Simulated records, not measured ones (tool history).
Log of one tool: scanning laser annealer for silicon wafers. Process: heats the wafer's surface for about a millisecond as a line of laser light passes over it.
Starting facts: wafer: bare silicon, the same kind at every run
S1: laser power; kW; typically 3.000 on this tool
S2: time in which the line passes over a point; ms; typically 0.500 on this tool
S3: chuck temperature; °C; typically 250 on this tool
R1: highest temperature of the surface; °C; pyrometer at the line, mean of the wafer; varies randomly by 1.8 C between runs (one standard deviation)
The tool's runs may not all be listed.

| run | hour | S1 | S2 | S3 | R1 |
|---|---|---|---|---|---|
| 1 | 0.0 | 3.000 | 0.500 | 250 | 1019 |
|  | 8.3 | window over the wafer cleaned |
| 2 | 12.1 | 3.000 | 0.500 | 250 | 1061 |
| 3 | 18.7 | 3.000 | 0.500 | 250 | 1056 |
| 4 | 28.0 | 3.000 | 0.500 | 250 | 1061 |
| 5 | 37.0 | 3.000 | 0.462 | 250 | 1023 |
| 6 | 43.0 | 3.000 | 0.462 | 250 | 1021 |
| 7 | 53.8 | 3.000 | 0.462 | 250 | 1025 |
| 8 | 64.9 | 3.000 | 0.462 | 231 | 1004 |
| 9 | 73.0 | 3.000 | 0.462 | 231 | 1002 |
| 10 | 80.8 | 3.000 | 0.462 | 231 | 1007 |
| 11 | 89.5 | 3.000 | 0.500 | 250 | 1058 |
| 12 | 100.0 | 3.267 | 0.500 | 250 | 1148 |
| 13 | 109.0 | 3.267 | 0.500 | 250 | 1147 |
| 14 | 119.6 | 3.000 | 0.473 | 250 | 1031 |
| 15 | 124.7 | 3.158 | 0.473 | 250 | 1085 |
| 16 | 135.0 | 3.158 | 0.473 | 250 | 1084 |
| 17 | 143.6 | 3.000 | 0.500 | 258 | 1062 |
| 18 | 155.1 | 3.000 | 0.500 | 258 | 1065 |
| 19 | 166.3 | 3.000 | 0.500 | 258 | 1067 |
| 20 | 174.6 | 3.000 | 0.500 | 218 | 1025 |
| 21 | 184.0 | 3.000 | 0.500 | 218 | 1023 |
| 22 | 194.9 | 2.686 | 0.511 | 274 | 984 |
| 23 | 204.6 | 2.686 | 0.378 | 274 | 872 |
| 24 | 211.8 | 2.686 | 0.378 | 274 | 872 |
| 25 | 220.3 | 2.686 | 0.378 | 274 | 870 |
| 26 | 228.2 | 3.065 | 0.398 | 288 | 1015 |
| 27 | 236.1 | 2.728 | 0.500 | 285 | 999 |
| 28 | 247.7 | 3.000 | 0.353 | 250 | 909 |
| 29 | 253.3 | 3.150 | 0.489 | 244 | 1086 |
| 30 | 262.9 | 3.150 | 0.594 | 249 | 1189 |
| 31 | 273.3 | 2.552 | 0.609 | 239 | 973 |
| 32 | 279.9 | 2.552 | 0.609 | 239 | 971 |
| 33 | 290.3 | 2.552 | 0.517 | 239 | 907 |
| 34 | 298.5 | 2.552 | 0.517 | 239 | 906 |
| 35 | 307.7 | 2.560 | 0.529 | 250 | 931 |
| 36 | 315.6 | 2.737 | 0.529 | 252 | 990 |
| 37 | 325.9 | 2.737 | 0.529 | 252 | 988 |
| 38 | 336.9 | 2.961 | 0.615 | 272 | 1152 |
| 39 | 342.3 | 2.951 | 0.477 | 221 | 988 |
| 40 | 348.8 | 3.006 | 0.500 | 280 | 1080 |

4 ways to go on from here, each from the tool as it stands after run 40. What would each give?
| A | 354.9 | 3.000 | 0.500 | 221 | ? |
| B | 354.9 | 3.033 | 0.500 | 274 | ? |
| C | 354.9 | 2.944 | 0.548 | 222 | ? |
| D | 354.9 | 3.000 | 0.599 | 250 | ? |

| run | R1 |
|---|---|
| A | 1022 |
| B | 1083 |
| C | 1044 |
| D | 1139 |
The same runs, with their run-to-run variation unchanged, on a tool lacking any hidden condition would have given:
| run | R1 |
|---|---|
| A | 1040 |
| B | 1100 |
| C | 1063 |
| D | 1159 |
